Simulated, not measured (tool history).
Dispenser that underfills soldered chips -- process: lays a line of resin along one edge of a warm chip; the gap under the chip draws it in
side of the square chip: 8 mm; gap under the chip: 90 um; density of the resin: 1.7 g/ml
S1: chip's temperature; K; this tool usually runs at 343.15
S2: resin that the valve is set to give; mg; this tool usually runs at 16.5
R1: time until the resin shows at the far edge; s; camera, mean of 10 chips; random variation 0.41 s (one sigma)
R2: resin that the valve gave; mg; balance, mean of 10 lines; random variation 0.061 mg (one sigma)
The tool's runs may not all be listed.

run,hour,S1,S2,R1,R2
1,0.0,343.15,16.5,29.5,16.43
2,4.1,343.15,16.5,36.0,16.41
3,8.3,343.15,16.5,42.3,16.52
# hour 10.5: new syringe of resin
4,11.4,343.15,16.5,29.7,16.51
5,15.4,331.15,16.5,68.2,16.41
6,18.9,331.15,16.5,79.6,16.40
# hour 22.2: new syringe of resin
7,22.9,343.15,16.5,28.7,16.42
8,26.6,343.15,16.5,34.1,16.36
9,28.9,354.15,18.2,20.7,17.98
10,31.8,350.15,16.5,28.7,16.36
# hour 33.8: new syringe of resin
11,35.5,350.15,16.5,21.3,16.23
12,38.7,350.15,16.5,23.7,16.36
13,43.1,344.15,16.5,41.2,16.27
# hour 45.4: new syringe of resin
14,45.8,344.15,16.5,27.4,16.39
15,50.1,355.15,19.6,18.8,19.42

Branching from run 15: 5 alternative next runs. What would each branch give?
A,53.5,337.15,18.9,?,?
B,53.5,340.15,15.9,?,?
C,53.5,338.15,16.6,?,?
D,53.5,346.15,16.5,?,?
E,53.5,355.15,16.5,?,?

run,R1,R2
A,58.0,18.57
B,48.0,15.71
C,55.4,16.39
D,34.0,16.28
E,21.6,16.17
Without the tool's hidden state the same runs would have given:
run,R1,R2
A,38.9,18.84
B,32.0,15.93
C,37.1,16.62
D,22.8,16.51
E,14.5,16.40

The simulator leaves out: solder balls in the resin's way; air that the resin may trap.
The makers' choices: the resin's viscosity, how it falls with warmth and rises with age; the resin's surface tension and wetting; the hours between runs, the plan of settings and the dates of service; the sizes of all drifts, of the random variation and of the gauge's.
